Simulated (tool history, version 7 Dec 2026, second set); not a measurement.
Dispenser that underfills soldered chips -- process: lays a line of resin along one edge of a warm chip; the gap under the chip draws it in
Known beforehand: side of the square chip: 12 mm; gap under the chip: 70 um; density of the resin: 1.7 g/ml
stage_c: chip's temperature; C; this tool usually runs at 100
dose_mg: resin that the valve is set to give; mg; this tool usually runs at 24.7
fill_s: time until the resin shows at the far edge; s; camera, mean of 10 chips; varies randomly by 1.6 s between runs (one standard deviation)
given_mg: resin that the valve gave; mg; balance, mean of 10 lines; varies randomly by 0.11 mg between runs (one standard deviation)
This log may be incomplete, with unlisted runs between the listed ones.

run  hour  stage_c  dose_mg  fill_s  given_mg
  1     0      100     24.7   286.9     23.56
  2   4.2      100     23.4   380.1     21.91
      6.5  -- new syringe of resin
  3   8.8      107     23.4   135.4     22.03
  4  12.6      100     24.7   236.3      23.2
  5  16.3      100     24.7   294.7     23.26
  6  20.9      100     24.7   398.7     23.07
     22.5  -- new syringe of resin
     24.9  -- dispensing valve cleaned and set on the balance
  7  26.7      105     24.7   155.8     24.63
  8  31.3      100     26.9   249.7     26.95
  9  35.7      100     26.9   335.4     26.56
     39.3  -- new syringe of resin
 10  39.4      100     26.9   152.8     26.67
 11  43.2      100     23.6   198.7     23.34
 12  45.1      100     23.6   224.3     23.36
 13  49.6      100     23.6   294.7     23.28
 14  53.9      100     23.6   393.5     23.06
     55.5  -- new syringe of resin
 15  56.8       86     21.9   338.9     21.32
 16  59.8       97     25.5   236.3     25.05
 17  62.4       97     25.5   275.4     24.95
 18  65.9      114     27.6   158.3     26.94
 19  70.1       90     25.9   618.7     25.03
     71.5  -- new syringe of resin
 20  72.7       98     25.5   180.1     24.86
 21    75      113     30.4     103     29.29
 22  78.9      113     30.4   130.7     29.46
 23  81.2       99     30.2   288.2     29.04
 24  85.2      104     22.1   315.7     21.06
     87.3  -- new syringe of resin
 25  89.5      104     22.1   154.1     21.14
 26    93      104     22.1   189.1     21.03
 27  96.2       88     25.1   483.2     24.05
 28  99.8       98     28.2   370.2      26.6

Here are 5 independent what-if runs from the current tool condition. What would each one return?
     103.2  -- new syringe of resin
  A  103.5      100     21.5       ?         ?
     103.2  -- new syringe of resin
  B  103.5      104     27.7       ?         ?
     103.2  -- new syringe of resin
  C  103.5      106     24.7       ?         ?
     103.2  -- new syringe of resin
  D  103.5       94     27.8       ?         ?
     103.2  -- new syringe of resin
  E  103.5      100       31       ?         ?

run  fill_s  given_mg
  A   166.7     20.46
  B   128.9     26.15
  C   119.8     23.37
  D   207.4     26.29
  E   151.1     29.32
Take away the tool's hidden state, keep each run's random variation, and the runs would have read:
run  fill_s  given_mg
  A   165.9     21.58
  B   129.9     27.58
  C     120     24.65
  D   209.5     27.73
  E   152.8     30.93
